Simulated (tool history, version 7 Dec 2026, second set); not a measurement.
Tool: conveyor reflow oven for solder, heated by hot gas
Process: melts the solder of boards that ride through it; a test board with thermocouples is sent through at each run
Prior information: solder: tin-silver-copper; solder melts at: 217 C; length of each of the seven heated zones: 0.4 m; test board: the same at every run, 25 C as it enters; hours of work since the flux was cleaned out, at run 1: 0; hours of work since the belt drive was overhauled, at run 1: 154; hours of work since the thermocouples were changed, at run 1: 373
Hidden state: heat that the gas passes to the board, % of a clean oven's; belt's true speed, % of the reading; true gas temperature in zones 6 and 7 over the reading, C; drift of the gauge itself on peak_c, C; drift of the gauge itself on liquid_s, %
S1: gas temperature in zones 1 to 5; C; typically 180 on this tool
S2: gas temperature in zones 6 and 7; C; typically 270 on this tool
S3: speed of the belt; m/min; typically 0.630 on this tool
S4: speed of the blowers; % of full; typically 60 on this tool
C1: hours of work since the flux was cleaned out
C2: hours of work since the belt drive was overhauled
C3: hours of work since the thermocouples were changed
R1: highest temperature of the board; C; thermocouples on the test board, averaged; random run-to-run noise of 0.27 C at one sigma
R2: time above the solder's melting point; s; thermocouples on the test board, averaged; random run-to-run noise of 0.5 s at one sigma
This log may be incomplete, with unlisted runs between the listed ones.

run	hour	S1	S2	S3	S4	C1	C2	C3	R1	R2
1	0.0	180	270	0.630	60	0	154	373	256.6	63.2
2	12.4	180	270	0.630	60	9	162	381	256.8	62.5
3	24.2	180	270	0.630	60	17	170	389	256.6	62.3
4	29.5	180	270	0.619	60	20	174	393	257.0	64.6
5	40.1	180	270	0.619	62	28	181	400	257.5	64.4
6	52.8	180	270	0.630	60	36	190	409	256.6	63.5
7	61.2	180	270	0.630	60	42	195	414	256.9	63.1
8	69.2	180	270	0.630	60	47	201	420	256.2	63.2
9	74.9	180	262	0.630	60	51	205	424	249.2	56.9
10	80.2	180	262	0.630	60	55	208	427	249.1	57.6
11	89.8	180	262	0.630	60	61	215	434	249.2	58.0
12	97.8	180	278	0.630	60	67	220	439	263.7	66.8
13	106.7	186	270	0.630	60	73	226	445	258.1	65.3
14	119.6	186	270	0.630	60	82	235	454	257.8	65.3
15	125.1	186	270	0.630	60	85	239	458	257.0	66.2
16	137.1	194	262	0.518	75	94	247	466	257.0	86.4
17	148.0	194	262	0.518	75	101	254	473	257.0	85.2
18	155.1	172	262	0.518	51	106	259	478	251.3	70.6
19	167.0	180	278	0.630	80	114	267	486	266.4	68.4
20	174.2	180	278	0.630	80	119	272	491	267.1	68.6
21	180.8	180	279	0.630	58	123	277	496	263.4	66.4
22	193.2	167	270	0.630	68	132	285	504	256.1	58.0
23	206.1	167	270	0.630	68	141	294	513	254.8	58.0
24	211.4	180	279	0.622	60	144	297	517	264.5	68.4
25	218.3	181	279	0.622	69	149	302	521	266.2	70.3
26	227.0	174	281	0.622	59	155	308	527	264.7	67.8
27	235.0	174	281	0.716	63	160	314	533	260.6	55.1
28	243.5	166	270	0.630	60	166	319	538	253.7	55.7
29	250.1	180	259	0.579	60	170	324	543	248.1	63.1
30	260.5	179	260	0.751	70	178	331	550	243.1	42.7

Each row is a separate what-if for the run after 30, all from the same tool condition, not one after another. Results?
A	268.6	179	278	0.672	86	183	336	555	?	?
B	268.6	171	260	0.509	60	183	336	555	?	?
C	268.6	179	263	0.751	50	183	336	555	?	?

run	R1	R2
A	265.7	63.1
B	251.5	71.6
C	240.7	39.0
Take away the tool's hidden state, keep each run's random variation, and the runs would have read:
run	R1	R2
A	265.9	62.6
B	251.1	70.9
C	240.7	38.9
